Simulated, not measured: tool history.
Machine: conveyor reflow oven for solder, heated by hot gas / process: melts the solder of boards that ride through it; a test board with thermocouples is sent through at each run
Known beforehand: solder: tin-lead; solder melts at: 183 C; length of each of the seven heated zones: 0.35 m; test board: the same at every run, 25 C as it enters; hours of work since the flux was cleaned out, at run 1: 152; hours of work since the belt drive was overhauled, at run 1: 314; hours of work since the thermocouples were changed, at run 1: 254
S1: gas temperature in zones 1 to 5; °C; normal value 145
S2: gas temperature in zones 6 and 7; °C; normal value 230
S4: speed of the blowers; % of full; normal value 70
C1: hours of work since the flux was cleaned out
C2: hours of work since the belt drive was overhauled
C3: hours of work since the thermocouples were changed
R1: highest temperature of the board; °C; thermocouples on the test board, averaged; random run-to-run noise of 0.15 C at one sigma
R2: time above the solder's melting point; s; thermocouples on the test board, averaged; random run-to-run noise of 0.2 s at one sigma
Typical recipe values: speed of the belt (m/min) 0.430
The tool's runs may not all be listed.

Run 1, day 0.000: usual settings; C1 152; C2 314; C3 254. Result: R1 213.8 °C, R2 72.4 s.
Run 2, day 0.462: usual settings; C1 158; C2 320; C3 260. Result: R1 213.7 °C, R2 72.6 s.
Run 3, day 0.829: usual settings; C1 163; C2 325; C3 265. Result: R1 213.7 °C, R2 72.9 s.
Run 4, day 1.275: usual settings but S1 152 °C; C1 168; C2 330; C3 271. Result: R1 214.8 °C, R2 77.9 s.
Run 5, day 1.775: usual settings but S1 152 °C; C1 175; C2 337; C3 278. Result: R1 214.8 °C, R2 78.2 s.
Run 6, day 2.100: usual settings but S1 152 °C; C1 179; C2 341; C3 282. Result: R1 215.1 °C, R2 77.9 s.
Run 7, day 2.692: usual settings but S2 225 °C, speed of the belt (m/min) 0.359, S4 52 % of full; C1 187; C2 349; C3 290. Result: R1 210.1 °C, R2 82.5 s.
Run 8, day 3.317: usual settings but S2 225 °C, speed of the belt (m/min) 0.359, S4 52 % of full; C1 195; C2 357; C3 298. Result: R1 210.3 °C, R2 82.7 s.
Run 9, day 3.758: usual settings but S2 239 °C, speed of the belt (m/min) 0.359, S4 52 % of full; C1 201; C2 363; C3 303. Result: R1 221.9 °C, R2 96.6 s.
Run 10, day 4.267: usual settings but S1 153 °C, S4 52 % of full; C1 207; C2 370; C3 310. Result: R1 210.7 °C, R2 71.9 s.

Alternative continuations, all from the tool just after run 10; predict every row:
Run A, day 4.642: usual settings but S1 137 °C, S4 84 % of full; C1 212; C2 374; C3 315. Result: R1 ?, R2 ?.
Run B, day 4.642: usual settings but S1 140 °C, S2 220 °C, speed of the belt (m/min) 0.367, S4 52 % of full; C1 212; C2 374; C3 315. Result: R1 ?, R2 ?.
Run C, day 4.642: usual settings but S1 136 °C, S4 71 % of full; C1 212; C2 374; C3 315. Result: R1 ?, R2 ?.
Run D, day 4.642: usual settings but speed of the belt (m/min) 0.364, S4 84 % of full; C1 212; C2 374; C3 315. Result: R1 ?, R2 ?.

run     R1    R2
  A  215.3  70.9
  B  204.4  68.0
  C  212.4  66.6
  D  220.4  95.8
With no hidden state in the tool, these same runs would have given:
run     R1    R2
  A  215.4  71.0
  B  204.5  68.0
  C  212.4  66.7
  D  220.5  95.9
